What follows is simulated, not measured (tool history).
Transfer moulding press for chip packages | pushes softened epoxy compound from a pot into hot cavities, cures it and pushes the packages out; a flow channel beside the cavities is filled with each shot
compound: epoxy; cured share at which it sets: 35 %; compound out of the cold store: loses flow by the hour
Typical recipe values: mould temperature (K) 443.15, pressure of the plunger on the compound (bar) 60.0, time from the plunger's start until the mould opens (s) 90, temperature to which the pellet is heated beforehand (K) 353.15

| run | hour | mould temperature (K) | pressure of the plunger on the compound (bar) | time from the plunger's start until the mould opens (s) | temperature to which the pellet is heated beforehand (K) | incoming compound's hours out of the cold store | length that the compound runs in the flow channel (mm) | greatest force on the pins that push the packages out (N) |
|---|---|---|---|---|---|---|---|---|
| 1 | 0.0 | 443.15 | 60.0 | 90 | 353.15 | 8.2 | 1020 | 495 |
| 2 | 12.6 | 443.15 | 60.0 | 90 | 357.15 | 28.6 | 952 | 548 |
| 3 | 28.7 | 443.15 | 60.0 | 90 | 357.15 | 39.2 | 921 | 624 |
|  | 34.1 | cavities cleaned with cleaning compound and waxed |
| 4 | 39.3 | 443.15 | 60.0 | 90 | 353.15 | 16.6 | 985 | 446 |
| 5 | 54.0 | 443.15 | 60.0 | 90 | 353.15 | 28.2 | 947 | 546 |
| 6 | 69.2 | 443.15 | 60.0 | 90 | 353.15 | 24.5 | 960 | 585 |
|  | 79.1 | cavities cleaned with cleaning compound and waxed |
| 7 | 87.2 | 443.15 | 60.0 | 90 | 353.15 | 27.0 | 946 | 467 |
| 8 | 99.8 | 443.15 | 60.0 | 90 | 351.15 | 21.0 | 960 | 535 |
| 9 | 117.2 | 443.15 | 60.0 | 90 | 351.15 | 8.4 | 996 | 647 |
|  | 123.9 | cavities cleaned with cleaning compound and waxed |
| 10 | 128.6 | 443.15 | 60.0 | 90 | 351.15 | 14.3 | 978 | 452 |
| 11 | 144.2 | 443.15 | 60.0 | 90 | 351.15 | 43.5 | 903 | 505 |
| 12 | 157.2 | 443.15 | 60.0 | 90 | 353.15 | 35.3 | 920 | 597 |
|  | 169.2 | cavities cleaned with cleaning compound and waxed |
| 13 | 169.2 | 443.15 | 60.0 | 90 | 353.15 | 46.5 | 892 | 394 |
| 14 | 178.2 | 443.15 | 60.0 | 90 | 353.15 | 45.9 | 887 | 444 |
| 15 | 187.3 | 443.15 | 47.5 | 75 | 353.15 | 18.9 | 852 | 801 |
| 16 | 198.6 | 443.15 | 69.0 | 128 | 353.15 | 33.8 | 985 | 461 |
| 17 | 207.5 | 443.15 | 68.3 | 128 | 344.15 | 25.0 | 999 | 475 |
|  | 214.8 | cavities cleaned with cleaning compound and waxed |
|  | 218.7 | plunger's sealing rings changed |
| 18 | 221.7 | 447.15 | 66.3 | 90 | 353.15 | 13.2 | 1037 | 365 |
| 19 | 234.6 | 447.15 | 59.8 | 105 | 353.15 | 22.0 | 959 | 417 |
| 20 | 243.6 | 438.15 | 57.5 | 105 | 355.15 | 36.2 | 947 | 556 |
| 21 | 258.6 | 438.15 | 62.8 | 76 | 345.15 | 17.2 | 1040 | 1431 |
|  | 262.4 | cavities cleaned with cleaning compound and waxed |
| 22 | 272.5 | 440.15 | 50.0 | 113 | 348.15 | 28.8 | 888 | 426 |
| 23 | 286.7 | 440.15 | 50.0 | 113 | 348.15 | 19.3 | 908 | 503 |
| 24 | 296.7 | 440.15 | 50.0 | 113 | 348.15 | 37.3 | 861 | 504 |
|  | 308.2 | cavities cleaned with cleaning compound and waxed |
| 25 | 308.2 | 448.15 | 65.7 | 110 | 359.15 | 20.8 | 996 | 323 |
| 26 | 323.6 | 443.15 | 60.0 | 116 | 353.15 | 27.9 | 954 | 400 |
| 27 | 333.2 | 443.15 | 60.0 | 90 | 353.15 | 27.6 | 951 | 537 |
| 28 | 343.4 | 450.15 | 60.0 | 90 | 353.15 | 10.2 | 972 | 507 |

Difference, measured minus no-hidden-state, one row per run. Run-to-run variation is common to both terms; the gauge's own scatter need not be:
Unlogged tool condition in this case: true mould temperature over the reading, C; pressure that reaches the compound, % of what is set; grip of the stained cavities, % over clean ones'; drift of the gauge itself on flow_mm, %; drift of the gauge itself on push_out_n, %.
| run | length that the compound runs in the flow channel (mm) | greatest force on the pins that push the packages out (N) |
|---|---|---|
| 1 | -9 | +94 |
| 2 | -11 | +160 |
| 3 | -12 | +228 |
| 4 | -15 | +44 |
| 5 | -16 | +139 |
| 6 | -18 | +199 |
| 7 | -21 | +69 |
| 8 | -22 | +141 |
| 9 | -26 | +223 |
| 10 | -27 | +43 |
| 11 | -27 | +132 |
| 12 | -30 | +197 |
| 13 | -30 | +3 |
| 14 | -31 | +66 |
| 15 | -31 | +186 |
| 16 | -38 | +146 |
| 17 | -40 | +165 |
| 18 | -2 | +29 |
| 19 | -3 | +94 |
| 20 | -4 | +161 |
| 21 | -7 | +511 |
| 22 | -7 | +71 |
| 23 | -10 | +144 |
| 24 | -10 | +173 |
| 25 | -13 | +2 |
| 26 | -15 | +87 |
| 27 | -17 | +154 |
| 28 | -19 | +172 |

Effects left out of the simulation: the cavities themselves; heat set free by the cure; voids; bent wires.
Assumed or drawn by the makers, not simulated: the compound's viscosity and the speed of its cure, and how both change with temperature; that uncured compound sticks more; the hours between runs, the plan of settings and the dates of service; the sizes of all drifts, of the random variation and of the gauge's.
